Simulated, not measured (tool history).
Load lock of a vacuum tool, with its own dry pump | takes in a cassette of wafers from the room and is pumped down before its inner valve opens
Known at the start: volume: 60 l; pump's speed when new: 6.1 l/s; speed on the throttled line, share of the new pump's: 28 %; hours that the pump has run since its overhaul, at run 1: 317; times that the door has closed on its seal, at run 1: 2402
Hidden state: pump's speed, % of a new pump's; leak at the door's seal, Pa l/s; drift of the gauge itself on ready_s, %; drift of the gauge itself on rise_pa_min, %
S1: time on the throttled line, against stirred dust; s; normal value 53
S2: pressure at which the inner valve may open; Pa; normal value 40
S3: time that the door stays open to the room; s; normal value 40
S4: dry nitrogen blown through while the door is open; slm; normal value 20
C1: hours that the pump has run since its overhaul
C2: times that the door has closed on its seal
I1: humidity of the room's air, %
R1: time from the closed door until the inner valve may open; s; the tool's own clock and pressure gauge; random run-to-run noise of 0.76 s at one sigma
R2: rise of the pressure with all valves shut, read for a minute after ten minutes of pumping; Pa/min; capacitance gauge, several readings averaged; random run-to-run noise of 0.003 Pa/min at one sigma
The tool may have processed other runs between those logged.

run	hour	S1	S2	S3	S4	C1	C2	I1	R1	R2
1	0	53	40	40	20	317	2402	44.5	114.7	0.028
2	195.5	53	40	40	20	513	2837	44	114.8	0.027
3	522.7	53	40	40	9	840	3563	41.9	115.7	0.032
4	890.4	53	40	40	20	1208	4380	45.3	115	0.039
5	1262.6	53	40	40	20	1580	5207	42.7	115.4	0.039
6	1437.8	53	40	40	20	1755	5596	48.7	115.1	0.032
7	1694.4	53	40	40	20	2012	6166	46.4	117.2	0.04
8	1949.2	60	40	40	20	2267	6732	45.2	121.2	0.038
9	2145.5	60	40	40	20	2463	7167	42.4	121.3	0.035
10	2327.4	60	40	40	20	2645	7571	44.8	120.6	0.037
11	2531.6	53	40	40	20	2849	8025	45.1	117	0.043
12	2744.5	53	40	40	20	3062	8498	46.1	116.9	0.042
13	2964.8	53	40	40	20	3282	8987	50	115.8	0.044
14	3329.4	53	40	40	20	3647	9797	43	116.9	0.048
15	3681.6	53	40	217	20	3999	10579	48.4	117.3	0.106
16	4001.6	53	40	217	20	4319	11290	47.8	118.3	0.103
17	4344.9	53	40	217	20	4662	12052	44.1	116.4	0.097
18	4742.4	53	40	217	20	5060	12935	50.1	117.9	0.114
19	4926.3	53	48	40	20	5244	13343	43.4	116.6	0.055
20	5183.4	53	40	86	10	5501	13915	44.5	116.8	0.082
21	5459.1	53	40	86	10	5776	14527	47.4	118.1	0.091
22	5645.3	61	40	68	6	5963	14940	47.3	123.4	0.081
23	5898	53	59	40	20	6215	15502	44.6	113.9	0.064
24	6160.4	53	59	40	20	6478	16084	43.8	113.7	0.065
25	6489.2	53	59	40	20	6807	16815	43.7	113.5	0.063
26	6775.2	56	59	77	4	7093	17450	42	117.2	0.095
27	7182.9	56	59	77	4	7500	18355	44.8	116.7	0.098
28	7388.8	56	48	77	4	7706	18813	47.1	118.2	0.108
29	7799.4	69	36	87	23	8117	19724	46.2	130.1	0.093
30	8103.5	69	36	87	23	8421	20400	45.5	132.7	0.093
31	8363.8	85	64	128	20	8681	20978	43.9	136.7	0.11
32	8589.4	85	64	128	20	8907	21479	43.8	137.3	0.109
33	8792.1	93	40	40	5	9109	21929	40	145.1	0.086
34	9110.4	53	31	231	5	9428	22636	48.4	122.3	0.183
35	9318.3	34	49	168	15	9636	23098	44.3	104.5	0.134
36	9654.3	50	76	50	11	9972	23844	42.9	110.9	0.098
37	9889.7	31	47	50	15	10207	24367	49	103.8	0.099

Forecast each of these 3 alternatives for the next run:
A	10059	32	40	40	9	10376	24743	42.8	?	?
B	10059	31	47	82	10	10376	24743	46.8	?	?
C	10059	29	47	50	15	10376	24743	42.6	?	?

run	R1	R2
A	107.1	0.094
B	102.8	0.118
C	101.5	0.104
With the hidden condition removed and each run's random variation left untouched, the same runs would have given:
run	R1	R2
A	102	0.024
B	97.9	0.049
C	96.5	0.034

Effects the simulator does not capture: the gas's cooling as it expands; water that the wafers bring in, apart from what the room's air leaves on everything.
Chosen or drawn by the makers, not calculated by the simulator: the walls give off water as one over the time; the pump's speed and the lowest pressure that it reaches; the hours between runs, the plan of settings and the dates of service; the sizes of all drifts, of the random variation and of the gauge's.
